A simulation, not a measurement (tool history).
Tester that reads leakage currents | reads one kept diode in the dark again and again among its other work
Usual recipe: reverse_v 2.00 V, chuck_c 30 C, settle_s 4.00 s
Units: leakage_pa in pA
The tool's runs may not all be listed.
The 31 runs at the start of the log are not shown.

| run | day | reverse_v | chuck_c | settle_s | leakage_pa |
|---|---|---|---|---|---|
| 32 | 191.375 | 9.42 | 57 | 8.70 | 3018.83 |
| 33 | 195.204 | 9.42 | 57 | 8.70 | 3015.19 |
| 34 | 200.279 | 2.00 | 36 | 7.00 | 253.15 |
| 35 | 205.662 | 2.00 | 36 | 7.00 | 253.59 |
| 36 | 214.142 | 2.00 | 27 | 0.64 | 113.34 |
| 37 | 220.683 | 2.00 | 27 | 0.64 | 113.98 |
| 38 | 225.525 | 2.00 | 27 | 0.64 | 114.42 |
| 39 | 231.742 | 13.95 | 37 | 2.11 | 709.16 |
| 40 | 237.588 | 2.28 | 21 | 2.11 | 69.30 |

Forecast each of these 3 alternatives for the next run:
| A | 241.333 | 1.76 | 59 | 0.40 | ? |
| B | 241.333 | 2.28 | 30 | 0.86 | ? |
| C | 241.333 | 2.00 | 30 | 3.01 | ? |

| run | leakage_pa |
|---|---|
| A | 1624.61 |
| B | 161.87 |
| C | 151.18 |
What these runs would have given with no unlogged condition in the tool:
| run | leakage_pa |
|---|---|
| A | 1569.45 |
| B | 154.72 |
| C | 144.54 |

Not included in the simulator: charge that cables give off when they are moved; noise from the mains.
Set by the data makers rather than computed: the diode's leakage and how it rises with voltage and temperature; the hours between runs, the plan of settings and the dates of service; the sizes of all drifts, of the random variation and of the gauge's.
